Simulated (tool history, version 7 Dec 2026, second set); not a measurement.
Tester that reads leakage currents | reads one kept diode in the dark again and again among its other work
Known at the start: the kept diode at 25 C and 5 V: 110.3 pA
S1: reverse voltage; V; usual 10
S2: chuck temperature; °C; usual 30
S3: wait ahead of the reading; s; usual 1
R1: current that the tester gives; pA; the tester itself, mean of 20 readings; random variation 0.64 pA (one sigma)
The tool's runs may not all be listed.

run	hour	S1	S2	S3	R1
1	0	10	30	1	212.81
2	259.1	10	30	1	213
3	521.9	10	30	1	213.16
4	736.7	10	30	1	211.76
5	939.9	10	30	1	213.74
6	1106.2	10	30	1	212.21
7	1349.4	10	30	1	211.01
# hour 1366.8: chuck's temperature calibrated
8	1508.2	10	30	1	212.3
9	1770.9	10	30	1	212.82
10	1994.7	10	30	1	213.75
# hour 2140.1: tester calibrated
11	2194	10	30	1	213.41
12	2439.7	10	30	1	212.57
13	2562.5	10	23	0.82	120.83
14	2789.8	10.7	40	1.49	476.9
# hour 2809.1: probe card cleaned and baked
15	3033.6	13.1	37	1.11	403.75
16	3164.3	3.2	29	3.92	134.16

Forecast run 17:
17	3361.9	3.2	29	3.92	?

{"run 17": {"R1": 133.89}}
Without the tool's hidden state the same run would have given R1 133.97 pA.
